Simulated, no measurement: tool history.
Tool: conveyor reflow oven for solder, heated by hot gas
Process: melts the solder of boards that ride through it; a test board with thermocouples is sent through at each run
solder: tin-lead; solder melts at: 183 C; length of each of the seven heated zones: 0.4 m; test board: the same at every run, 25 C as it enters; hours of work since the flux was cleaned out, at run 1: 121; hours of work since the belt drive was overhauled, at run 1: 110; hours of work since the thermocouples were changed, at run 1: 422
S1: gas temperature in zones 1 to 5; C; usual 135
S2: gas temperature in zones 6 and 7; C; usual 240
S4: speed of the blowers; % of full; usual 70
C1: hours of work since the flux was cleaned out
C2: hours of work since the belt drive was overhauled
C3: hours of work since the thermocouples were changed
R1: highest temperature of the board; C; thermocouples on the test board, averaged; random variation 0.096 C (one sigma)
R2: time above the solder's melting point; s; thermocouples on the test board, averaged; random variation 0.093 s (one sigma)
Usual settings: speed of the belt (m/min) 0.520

{"run": 1, "day": 0.0, "S1": 135, "S2": 240, "speed of the belt (m/min)": 0.52, "S4": 70, "C1": 121, "C2": 110, "C3": 422, "R1": 222.59, "R2": 72.7}
{"run": 2, "day": 0.496, "S1": 135, "S2": 240, "speed of the belt (m/min)": 0.52, "S4": 70, "C1": 129, "C2": 118, "C3": 430, "R1": 222.58, "R2": 72.56}
{"run": 3, "day": 0.854, "S1": 135, "S2": 240, "speed of the belt (m/min)": 0.52, "S4": 70, "C1": 135, "C2": 124, "C3": 436, "R1": 222.43, "R2": 72.41}
{"run": 4, "day": 1.154, "S1": 135, "S2": 240, "speed of the belt (m/min)": 0.52, "S4": 70, "C1": 140, "C2": 129, "C3": 441, "R1": 222.48, "R2": 72.48}
{"run": 5, "day": 1.608, "S1": 135, "S2": 240, "speed of the belt (m/min)": 0.52, "S4": 63, "C1": 147, "C2": 137, "C3": 448, "R1": 221.38, "R2": 71.06}
{"run": 6, "day": 2.129, "S1": 135, "S2": 240, "speed of the belt (m/min)": 0.52, "S4": 63, "C1": 155, "C2": 145, "C3": 457, "R1": 221.17, "R2": 70.92}
{"run": 7, "day": 2.538, "S1": 135, "S2": 240, "speed of the belt (m/min)": 0.52, "S4": 63, "C1": 162, "C2": 152, "C3": 463, "R1": 221.05, "R2": 71.07}
{"run": 8, "day": 2.988, "S1": 135, "S2": 240, "speed of the belt (m/min)": 0.52, "S4": 63, "C1": 169, "C2": 159, "C3": 471, "R1": 220.93, "R2": 70.96}
{"run": 9, "day": 3.312, "S1": 135, "S2": 240, "speed of the belt (m/min)": 0.52, "S4": 70, "C1": 175, "C2": 164, "C3": 476, "R1": 222.56, "R2": 72.58}
{"run": 10, "day": 3.6, "S1": 135, "S2": 240, "speed of the belt (m/min)": 0.52, "S4": 70, "C1": 179, "C2": 169, "C3": 481, "R1": 222.57, "R2": 72.4}
{"run": 11, "day": 3.825, "S1": 135, "S2": 240, "speed of the belt (m/min)": 0.423, "S4": 85, "C1": 183, "C2": 173, "C3": 484, "R1": 230.5, "R2": 97.67}
{"run": 12, "day": 4.15, "S1": 135, "S2": 240, "speed of the belt (m/min)": 0.437, "S4": 70, "C1": 188, "C2": 178, "C3": 490, "R1": 227.86, "R2": 92.06}
{"run": 13, "day": 4.492, "S1": 138, "S2": 240, "speed of the belt (m/min)": 0.52, "S4": 58, "C1": 194, "C2": 183, "C3": 495, "R1": 220.65, "R2": 71.68}
{"run": 14, "day": 4.879, "S1": 135, "S2": 240, "speed of the belt (m/min)": 0.52, "S4": 70, "C1": 200, "C2": 190, "C3": 501, "R1": 222.47, "R2": 72.27}
{"run": 15, "day": 5.108, "S1": 135, "S2": 240, "speed of the belt (m/min)": 0.52, "S4": 70, "C1": 204, "C2": 193, "C3": 505, "R1": 222.55, "R2": 72.35}
{"run": 16, "day": 5.538, "S1": 149, "S2": 255, "speed of the belt (m/min)": 0.437, "S4": 63, "C1": 211, "C2": 200, "C3": 512, "R1": 242.15, "R2": 107.47}
{"run": 17, "day": 5.838, "S1": 149, "S2": 255, "speed of the belt (m/min)": 0.437, "S4": 63, "C1": 216, "C2": 205, "C3": 517, "R1": 242.2, "R2": 107.41}
{"run": 18, "day": 6.2, "S1": 149, "S2": 255, "speed of the belt (m/min)": 0.437, "S4": 63, "C1": 221, "C2": 211, "C3": 523, "R1": 242.11, "R2": 107.5}
{"run": 19, "day": 6.546, "S1": 149, "S2": 255, "speed of the belt (m/min)": 0.437, "S4": 63, "C1": 227, "C2": 217, "C3": 528, "R1": 242.03, "R2": 107.45}
{"day": 6.879, "done": "thermocouples of zones 6 and 7 changed"}
{"run": 20, "day": 7.042, "S1": 123, "S2": 247, "speed of the belt (m/min)": 0.576, "S4": 53, "C1": 234, "C2": 223, "C3": 3, "R1": 217.18, "R2": 55.82}

Measured less the same run without the tool's hidden state. The same run-to-run variation is in both; the gauge's scatter may not be:
The hidden state here: heat that the gas passes to the board, % of a clean oven's; belt's true speed, % of the reading; true gas temperature in zones 6 and 7 over the reading, C; drift of the gauge itself on peak_c, C; drift of the gauge itself on liquid_s, %.
run=1 R1=-0.20 R2=-0.06
run=2 R1=-0.22 R2=-0.08
run=3 R1=-0.23 R2=-0.09
run=4 R1=-0.24 R2=-0.09
run=5 R1=-0.24 R2=-0.11
run=6 R1=-0.27 R2=-0.13
run=7 R1=-0.28 R2=-0.14
run=8 R1=-0.30 R2=-0.15
run=9 R1=-0.33 R2=-0.16
run=10 R1=-0.34 R2=-0.17
run=11 R1=-0.20 R2=+0.02
run=12 R1=-0.22 R2=-0.02
run=13 R1=-0.33 R2=-0.17
run=14 R1=-0.38 R2=-0.21
run=15 R1=-0.39 R2=-0.21
run=16 R1=-0.24 R2=+0.29
run=17 R1=-0.25 R2=+0.30
run=18 R1=-0.27 R2=+0.30
run=19 R1=-0.27 R2=+0.30
run=20 R1=-0.79 R2=-0.62
